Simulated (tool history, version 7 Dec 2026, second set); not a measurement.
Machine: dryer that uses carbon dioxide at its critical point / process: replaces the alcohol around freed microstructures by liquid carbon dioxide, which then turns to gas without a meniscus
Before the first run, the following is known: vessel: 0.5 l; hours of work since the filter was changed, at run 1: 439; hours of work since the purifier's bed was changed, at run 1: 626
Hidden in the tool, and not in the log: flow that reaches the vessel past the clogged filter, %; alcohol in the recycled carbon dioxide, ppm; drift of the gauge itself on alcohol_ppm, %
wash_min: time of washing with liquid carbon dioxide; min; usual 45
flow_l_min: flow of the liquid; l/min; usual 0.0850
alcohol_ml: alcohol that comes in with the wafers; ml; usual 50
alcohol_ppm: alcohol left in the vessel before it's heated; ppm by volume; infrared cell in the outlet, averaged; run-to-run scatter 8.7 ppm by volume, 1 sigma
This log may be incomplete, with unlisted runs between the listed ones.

run,day,wash_min,flow_l_min,alcohol_ml,hours of work since the filter was changed,hours of work since the purifier's bed was changed,alcohol_ppm
1,0.000,45,0.0850,50,439,626,1373
2,0.671,45,0.0850,50,448,636,1409
3,1.421,45,0.0850,50,459,647,1488
# day 1.700: inlet filter changed
4,2.483,45,0.0850,50,11,662,716
5,3.100,45,0.0850,50,20,671,761
6,3.725,45,0.0850,50,29,680,781
7,4.292,45,0.0850,50,38,688,766
8,4.979,45,0.0850,50,48,698,786
9,5.475,45,0.0850,44,55,705,719
10,6.075,53,0.0512,29,64,714,1868
11,7.012,45,0.0713,39,77,728,1338
12,7.812,70,0.0593,27,89,739,509
13,8.338,70,0.0593,27,96,747,507
14,8.850,70,0.0593,35,104,754,594
# day 9.138: purifier's bed changed
15,9.983,54,0.0709,53,119,12,698

For each entry between runs, how does the tool's hidden state at the last listed run before it compare with that at the first listed run after it?
Run 3 -> run 4: inlet filter changed (day 1.700)
  flow that reaches the vessel past the clogged filter, %: 82.2 -> 99.4; alcohol in the recycled carbon dioxide, ppm: 246.4 -> 252
  the result without the hidden state subtracted from the measured one, alcohol_ppm: +1003 -> +257 ppm by volume
Run 14 -> run 15: purifier's bed changed (day 9.138)
  flow that reaches the vessel past the clogged filter, %: 96 -> 95.4; alcohol in the recycled carbon dioxide, ppm: 287.6 -> 9.9
  the result without the hidden state subtracted from the measured one, alcohol_ppm: +349 -> +154 ppm by volume
